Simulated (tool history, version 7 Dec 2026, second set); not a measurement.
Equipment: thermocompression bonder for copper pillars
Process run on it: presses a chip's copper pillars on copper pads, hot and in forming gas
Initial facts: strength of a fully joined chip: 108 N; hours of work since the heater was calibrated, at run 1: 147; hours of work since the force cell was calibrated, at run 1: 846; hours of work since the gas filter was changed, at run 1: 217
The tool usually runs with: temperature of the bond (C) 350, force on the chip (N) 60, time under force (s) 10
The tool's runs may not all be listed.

run,hour,temperature of the bond (C),force on the chip (N),time under force (s),hours of work since the heater was calibrated,hours of work since the force cell was calibrated,hours of work since the gas filter was changed,force that shears a chip off (N)
1,0,350,60,10,147,846,217,50
2,53.3,350,60,10,171,870,241,49.9
3,97.2,350,60,10,191,890,260,49.4
4,136.1,350,60,10,208,907,278,48.6
5,163.1,350,60,10,220,920,290,48.9
6,201.2,350,60,6,237,937,307,39.9
# hour 233: forming gas filter changed
7,237.6,350,60,6,254,953,2,44.7
8,269.3,350,52,10,268,967,16,48.4
9,295.8,350,60,10,280,979,28,53.3
10,333.6,350,67,10,297,996,45,55.9
11,366.3,350,67,10,311,1010,60,55.5
12,392.2,350,60,10,323,1022,71,52.3
13,420.3,350,40,10,336,1035,84,38.5
14,467.4,350,40,10,357,1056,105,38.3

What does the tool deliver on the next run?
15,491.8,350,40,10,368,1067,116,?

force that shears a chip off (N): 38.7
Had the tool carried no hidden state, the very same run would have given force that shears a chip off (N) 41.3.

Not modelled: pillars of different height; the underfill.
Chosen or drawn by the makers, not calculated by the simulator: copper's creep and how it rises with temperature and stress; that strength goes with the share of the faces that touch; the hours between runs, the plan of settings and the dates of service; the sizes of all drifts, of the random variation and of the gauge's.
